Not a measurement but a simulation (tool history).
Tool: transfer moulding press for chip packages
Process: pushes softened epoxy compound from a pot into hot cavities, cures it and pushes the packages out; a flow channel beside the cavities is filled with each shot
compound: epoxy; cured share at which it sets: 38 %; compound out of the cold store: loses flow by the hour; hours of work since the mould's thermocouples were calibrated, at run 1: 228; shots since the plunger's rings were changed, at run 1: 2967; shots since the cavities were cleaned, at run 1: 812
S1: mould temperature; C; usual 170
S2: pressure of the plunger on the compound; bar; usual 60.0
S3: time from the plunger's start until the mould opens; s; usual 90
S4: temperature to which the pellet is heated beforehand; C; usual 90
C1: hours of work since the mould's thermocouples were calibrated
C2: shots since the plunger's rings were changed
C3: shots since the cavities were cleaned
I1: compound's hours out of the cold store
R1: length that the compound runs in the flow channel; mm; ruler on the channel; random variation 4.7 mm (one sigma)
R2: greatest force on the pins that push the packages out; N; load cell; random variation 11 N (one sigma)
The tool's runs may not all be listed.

| run | hour | S1 | S2 | S3 | S4 | C1 | C2 | C3 | I1 | R1 | R2 |
|---|---|---|---|---|---|---|---|---|---|---|---|
| 1 | 0.0 | 170 | 60.0 | 90 | 90 | 228 | 2967 | 812 | 45.2 | 725 | 742 |
| 2 | 10.0 | 170 | 60.0 | 92 | 90 | 232 | 3043 | 888 | 9.8 | 802 | 713 |
| 3 | 25.7 | 170 | 60.0 | 92 | 90 | 238 | 3163 | 1008 | 32.4 | 759 | 730 |
|  | 39.6 | cavities cleaned with cleaning compound and waxed |
| 4 | 40.7 | 170 | 60.0 | 90 | 90 | 243 | 3267 | 9 | 11.6 | 794 | 525 |
| 5 | 56.2 | 176 | 60.0 | 90 | 90 | 250 | 3385 | 127 | 25.7 | 743 | 518 |
| 6 | 64.9 | 176 | 60.0 | 90 | 90 | 253 | 3452 | 194 | 47.0 | 701 | 524 |
| 7 | 73.0 | 170 | 60.0 | 90 | 84 | 256 | 3514 | 256 | 9.1 | 801 | 634 |
| 8 | 81.9 | 170 | 60.0 | 90 | 90 | 260 | 3582 | 324 | 13.3 | 791 | 661 |
| 9 | 97.6 | 170 | 60.0 | 90 | 90 | 266 | 3702 | 444 | 21.9 | 768 | 664 |
|  | 100.9 | mould's thermocouples calibrated |
| 10 | 112.2 | 170 | 46.8 | 90 | 90 | 5 | 3799 | 541 | 17.1 | 684 | 695 |
| 11 | 120.0 | 170 | 60.0 | 90 | 90 | 8 | 3858 | 600 | 41.9 | 730 | 683 |
| 12 | 131.1 | 170 | 60.0 | 90 | 90 | 12 | 3943 | 685 | 39.8 | 735 | 675 |
| 13 | 140.6 | 163 | 58.9 | 128 | 85 | 16 | 4016 | 758 | 13.4 | 808 | 680 |
|  | 144.8 | mould's thermocouples calibrated, once more |
| 14 | 157.0 | 163 | 58.9 | 128 | 85 | 5 | 4126 | 868 | 38.9 | 759 | 710 |
| 15 | 175.0 | 176 | 46.1 | 125 | 99 | 12 | 4263 | 1005 | 30.1 | 635 | 660 |
| 16 | 183.2 | 169 | 46.8 | 116 | 86 | 15 | 4326 | 1068 | 21.9 | 688 | 651 |
|  | 188.6 | cavities cleaned with cleaning compound and waxed |
| 17 | 194.2 | 169 | 46.8 | 85 | 86 | 19 | 4399 | 43 | 38.1 | 647 | 600 |
| 18 | 202.7 | 169 | 52.3 | 127 | 97 | 23 | 4464 | 108 | 14.3 | 736 | 515 |
| 19 | 217.6 | 169 | 71.9 | 101 | 99 | 29 | 4578 | 222 | 22.0 | 847 | 563 |
| 20 | 227.7 | 170 | 60.0 | 84 | 99 | 33 | 4656 | 300 | 37.0 | 728 | 678 |
| 21 | 242.9 | 168 | 53.1 | 90 | 91 | 39 | 4772 | 416 | 46.4 | 684 | 685 |

Forecast each of these 4 alternatives for the next run:
| A | 255.2 | 176 | 60.0 | 80 | 93 | 44 | 4866 | 510 | 43.0 | ? | ? |
| B | 255.2 | 174 | 53.1 | 90 | 95 | 44 | 4866 | 510 | 19.2 | ? | ? |
| C | 255.2 | 170 | 53.1 | 90 | 91 | 44 | 4866 | 510 | 35.1 | ? | ? |
| D | 255.2 | 168 | 53.1 | 90 | 94 | 44 | 4866 | 510 | 47.7 | ? | ? |

| run | R1 | R2 |
|---|---|---|
| A | 706 | 642 |
| B | 713 | 640 |
| C | 693 | 683 |
| D | 676 | 710 |
Without the tool's hidden state the same runs would have given:
| run | R1 | R2 |
|---|---|---|
| A | 741 | 477 |
| B | 748 | 478 |
| C | 727 | 512 |
| D | 710 | 535 |

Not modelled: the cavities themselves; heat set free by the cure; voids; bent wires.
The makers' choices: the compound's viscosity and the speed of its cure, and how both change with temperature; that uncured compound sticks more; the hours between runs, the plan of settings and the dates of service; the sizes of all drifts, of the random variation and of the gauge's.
